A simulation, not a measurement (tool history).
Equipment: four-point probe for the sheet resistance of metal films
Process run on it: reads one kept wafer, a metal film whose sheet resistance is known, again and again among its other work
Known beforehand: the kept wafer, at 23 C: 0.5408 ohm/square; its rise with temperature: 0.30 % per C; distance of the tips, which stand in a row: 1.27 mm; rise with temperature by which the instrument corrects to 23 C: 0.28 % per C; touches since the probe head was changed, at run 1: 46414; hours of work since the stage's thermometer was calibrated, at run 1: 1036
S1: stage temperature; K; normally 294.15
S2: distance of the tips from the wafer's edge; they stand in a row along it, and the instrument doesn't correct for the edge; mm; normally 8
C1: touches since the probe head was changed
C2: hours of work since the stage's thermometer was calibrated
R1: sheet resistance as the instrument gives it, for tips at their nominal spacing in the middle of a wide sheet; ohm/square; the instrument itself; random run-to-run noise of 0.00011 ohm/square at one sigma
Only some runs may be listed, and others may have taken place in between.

run 1 hour=0.0 | S1=294.15 S2=8 | C1=46414 C2=1036 | R1=0.547790
run 2 hour=46.7 | S1=294.15 S2=8 | C1=47561 C2=1057 | R1=0.547749
run 3 hour=83.5 | S1=294.15 S2=8 | C1=48462 C2=1073 | R1=0.547730
run 4 hour=109.8 | S1=294.15 S2=8 | C1=49109 C2=1085 | R1=0.547678
run 5 hour=162.7 | S1=294.15 S2=8 | C1=50407 C2=1109 | R1=0.547866
run 6 hour=191.7 | S1=294.15 S2=8 | C1=51120 C2=1122 | R1=0.547564
run 7 hour=223.1 | S1=307.15 S2=8 | C1=51891 C2=1136 | R1=0.548541
run 8 hour=278.3 | S1=307.15 S2=8 | C1=53246 C2=1160 | R1=0.548744
run 9 hour=317.2 | S1=307.15 S2=8 | C1=54201 C2=1177 | R1=0.548610
run 10 hour=381.8 | S1=307.15 S2=8 | C1=55787 C2=1206 | R1=0.548567
run 11 hour=427.0 | S1=307.15 S2=8 | C1=56898 C2=1226 | R1=0.548412
run 12 hour=467.5 | S1=307.15 S2=8 | C1=57892 C2=1244 | R1=0.548452
run 13 hour=528.8 | S1=307.15 S2=8 | C1=59397 C2=1272 | R1=0.548427
run 14 hour=578.4 | S1=307.15 S2=8 | C1=60613 C2=1294 | R1=0.548346
run 15 hour=613.8 | S1=292.15 S2=14 | C1=61484 C2=1309 | R1=0.542201
run 16 hour=655.9 | S1=299.15 S2=30 | C1=62518 C2=1328 | R1=0.540937
run 17 hour=692.6 | S1=307.15 S2=20 | C1=63419 C2=1344 | R1=0.542219
run 18 hour=750.5 | S1=307.15 S2=20 | C1=64838 C2=1370 | R1=0.542321
run 19 hour=812.0 | S1=307.15 S2=20 | C1=66348 C2=1398 | R1=0.542074
run 20 hour=873.2 | S1=307.15 S2=20 | C1=67852 C2=1425 | R1=0.541947
run 21 hour=913.1 | S1=291.15 S2=20 | C1=68831 C2=1443 | R1=0.540502
run 22 hour=964.3 | S1=299.15 S2=36 | C1=70088 C2=1465 | R1=0.540445
run 23 hour=1011.4 | S1=299.15 S2=36 | C1=71244 C2=1486 | R1=0.540454
run 24 hour=1061.6 | S1=293.15 S2=34 | C1=72478 C2=1509 | R1=0.539922
run 25 hour=1109.2 | S1=298.15 S2=6 | C1=73646 C2=1530 | R1=0.552705
run 26 hour=1137.7 | S1=299.15 S2=15 | C1=74345 C2=1542 | R1=0.542089

What if the next run were any one of these 4? Each begins from the tool's condition after run 26:
run A hour=1167.4 | S1=300.15 S2=22 | C1=75074 C2=1556 | R1=?
run B hour=1167.4 | S1=301.15 S2=18 | C1=75074 C2=1556 | R1=?
run C hour=1167.4 | S1=296.15 S2=8 | C1=75074 C2=1556 | R1=?
run D hour=1167.4 | S1=293.15 S2=49 | C1=75074 C2=1556 | R1=?

run=A R1=0.541005
run=B R1=0.541483
run=C R1=0.547130
run=D R1=0.539811
Without the tool's hidden state the same runs would have given:
run=A R1=0.542036
run=B R1=0.542517
run=C R1=0.548166
run=D R1=0.540831
